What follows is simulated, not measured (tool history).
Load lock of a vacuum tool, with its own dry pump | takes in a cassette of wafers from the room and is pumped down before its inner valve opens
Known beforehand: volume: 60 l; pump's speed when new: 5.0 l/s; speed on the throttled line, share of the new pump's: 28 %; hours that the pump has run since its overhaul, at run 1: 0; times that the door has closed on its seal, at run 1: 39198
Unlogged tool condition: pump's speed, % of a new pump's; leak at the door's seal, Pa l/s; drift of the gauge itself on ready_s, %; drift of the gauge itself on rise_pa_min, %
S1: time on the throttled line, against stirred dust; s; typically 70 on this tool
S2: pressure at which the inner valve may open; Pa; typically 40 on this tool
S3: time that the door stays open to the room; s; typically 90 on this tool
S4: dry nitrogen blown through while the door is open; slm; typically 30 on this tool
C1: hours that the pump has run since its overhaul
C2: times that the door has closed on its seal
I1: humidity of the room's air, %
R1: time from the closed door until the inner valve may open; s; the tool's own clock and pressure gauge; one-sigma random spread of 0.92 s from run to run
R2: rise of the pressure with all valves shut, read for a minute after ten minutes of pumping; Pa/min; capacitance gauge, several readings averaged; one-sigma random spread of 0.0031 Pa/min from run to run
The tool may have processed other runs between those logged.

Run 1, hour 0: usual settings; C1 0; C2 39198; I1 44.3. Result: R1 142.8 s, R2 0.132 Pa/min.
Run 2, hour 443.7: usual settings; C1 444; C2 39938; I1 41.8. Result: R1 145.6 s, R2 0.14 Pa/min.
Run 3, hour 727.1: usual settings but S3 30 s; C1 727; C2 40410; I1 44.5. Result: R1 145.8 s, R2 0.122 Pa/min.
Run 4, hour 1150.2: usual settings but S3 30 s; C1 1150; C2 41116; I1 44.3. Result: R1 146 s, R2 0.121 Pa/min.
Run 5, hour 1710.4: usual settings but S3 30 s; C1 1710; C2 42050; I1 46. Result: R1 145.6 s, R2 0.131 Pa/min.
Run 6, hour 2281.3: usual settings but S3 30 s; C1 2281; C2 43002; I1 45.6. Result: R1 147.5 s, R2 0.122 Pa/min.
Run 7, hour 2653.7: usual settings but S3 30 s; C1 2654; C2 43623; I1 46.4. Result: R1 147.3 s, R2 0.137 Pa/min.
Run 8, hour 3077.1: usual settings but S3 30 s; C1 3077; C2 44329; I1 47.3. Result: R1 147.7 s, R2 0.134 Pa/min.
Run 9, hour 3567.8: usual settings; C1 3568; C2 45147; I1 45.3. Result: R1 147.7 s, R2 0.165 Pa/min.
Run 10, hour 4212: usual settings; C1 4212; C2 46221; I1 46. Result: R1 149.7 s, R2 0.175 Pa/min.
Run 11, hour 4589: usual settings; C1 4589; C2 46849; I1 42.7. Result: R1 149.9 s, R2 0.177 Pa/min.
Run 12, hour 5082.9: usual settings; C1 5083; C2 47673; I1 48.4. Result: R1 151.5 s, R2 0.183 Pa/min.
Run 13, hour 5722.3: usual settings but S2 76 Pa; C1 5722; C2 48739; I1 43.6. Result: R1 143 s, R2 0.186 Pa/min.
Run 14, hour 6180.1: usual settings but S2 76 Pa; C1 6180; C2 49503; I1 46.2. Result: R1 142.7 s, R2 0.189 Pa/min.
Run 15, hour 6714.8: usual settings; C1 6715; C2 50394; I1 42.7. Result: R1 152.3 s, R2 0.186 Pa/min.
Run 16, hour 7200.9: usual settings; C1 7201; C2 51204; I1 42.3. Result: R1 151.9 s, R2 0.186 Pa/min.
Run 17, hour 7740.7: usual settings but S2 74 Pa; C1 7741; C2 52105; I1 42.6. Result: R1 144.1 s, R2 0.2 Pa/min.
Run 18, hour 8184: usual settings but S2 74 Pa; C1 8184; C2 52844; I1 44. Result: R1 148.3 s, R2 0.199 Pa/min.
Run 19, hour 8581.5: usual settings but S1 115 s, S2 41 Pa; C1 8582; C2 53507; I1 42.1. Result: R1 185.8 s, R2 0.203 Pa/min.
Run 20, hour 9200.8: usual settings but S1 73 s, S2 52 Pa, S3 72 s; C1 9201; C2 54539; I1 46.7. Result: R1 155 s, R2 0.203 Pa/min.
Run 21, hour 9609.8: usual settings but S1 73 s, S2 52 Pa, S3 72 s; C1 9610; C2 55221; I1 47.1. Result: R1 154.1 s, R2 0.214 Pa/min.
Run 22, hour 10058.5: usual settings but S1 73 s, S2 52 Pa, S3 72 s; C1 10058; C2 55969; I1 42.8. Result: R1 156.5 s, R2 0.214 Pa/min.
At hour 10529.8: dry pump taken out, an overhauled one fitted.
Run 23, hour 10644.5: usual settings but S1 57 s, S4 7 slm; C1 115; C2 56936; I1 45.6. Result: R1 135.2 s, R2 0.252 Pa/min.
Run 24, hour 11194.7: usual settings but S1 57 s, S4 7 slm; C1 665; C2 57854; I1 42.6. Result: R1 135.1 s, R2 0.258 Pa/min.
Run 25, hour 11792.2: usual settings but S1 57 s, S2 48 Pa, S4 21 slm; C1 1262; C2 58850; I1 45.6. Result: R1 133.7 s, R2 0.243 Pa/min.
At hour 12089.1: door's seal changed, seat wiped.
Run 26, hour 12283.5: usual settings but S1 127 s, S3 235 s; C1 1752; C2 324; I1 46.3. Result: R1 184.3 s, R2 0.105 Pa/min.
Run 27, hour 12823.8: usual settings but S1 84 s, S4 19 slm; C1 2292; C2 1225; I1 44.8. Result: R1 156.5 s, R2 0.063 Pa/min.
Run 28, hour 13094.2: usual settings but S1 84 s, S4 19 slm; C1 2563; C2 1675; I1 45.5. Result: R1 158.1 s, R2 0.071 Pa/min.
Run 29, hour 13604.8: usual settings but S1 84 s, S4 19 slm; C1 3073; C2 2527; I1 49.3. Result: R1 157.2 s, R2 0.08 Pa/min.
Run 30, hour 14063.4: usual settings but S1 84 s, S4 19 slm; C1 3532; C2 3291; I1 42.8. Result: R1 157.1 s, R2 0.072 Pa/min.
Run 31, hour 14463.7: usual settings but S1 84 s, S2 70 Pa, S3 75 s, S4 19 slm; C1 3932; C2 3959; I1 44.8. Result: R1 150.8 s, R2 0.064 Pa/min.
Run 32, hour 14850.2: usual settings but S3 113 s; C1 4319; C2 4603; I1 45.7. Result: R1 148.5 s, R2 0.073 Pa/min.
Run 33, hour 15325.2: usual settings but S2 38 Pa, S3 113 s; C1 4794; C2 5395; I1 46.5. Result: R1 149.7 s, R2 0.077 Pa/min.
Run 34, hour 15910.9: usual settings but S1 48 s, S2 45 Pa, S3 113 s; C1 5380; C2 6372; I1 46.3. Result: R1 132.9 s, R2 0.081 Pa/min.
Run 35, hour 16395.5: usual settings but S1 48 s, S2 45 Pa, S3 113 s; C1 5864; C2 7180; I1 46.3. Result: R1 134.5 s, R2 0.078 Pa/min.
Run 36, hour 16929.7: usual settings but S1 72 s, S2 33 Pa, S3 100 s, S4 35 slm; C1 6398; C2 8071; I1 41.7. Result: R1 156 s, R2 0.061 Pa/min.

Each run again, without the hidden state but with its own random variation kept:
run     R1     R2
  1  143.4  0.048
  2  145.7  0.052
  3  145.6  0.031
  4  145.3  0.028
  5  144.2  0.032
  6  145.4  0.021
  7  144.7  0.031
  8  144.6  0.027
  9    144  0.052
 10  145.1  0.058
 11  144.9  0.057
 12  145.7   0.06
 13  137.1  0.057
 14  136.2  0.056
 15  144.4  0.052
 16  143.3  0.049
 17  135.7  0.054
 18  139.2  0.051
 19    177   0.05
 20    144  0.047
 21  142.6  0.053
 22  144.3  0.048
 23  136.2  0.083
 24  135.5  0.082
 25  133.3  0.062
 26  183.6  0.104
 27    155  0.061
 28  156.3  0.069
 29  154.8  0.076
 30  154.1  0.068
 31  147.6  0.058
 32  144.4  0.066
 33    145   0.07
 34  127.1  0.072
 35  127.8  0.069
 36  148.8  0.049

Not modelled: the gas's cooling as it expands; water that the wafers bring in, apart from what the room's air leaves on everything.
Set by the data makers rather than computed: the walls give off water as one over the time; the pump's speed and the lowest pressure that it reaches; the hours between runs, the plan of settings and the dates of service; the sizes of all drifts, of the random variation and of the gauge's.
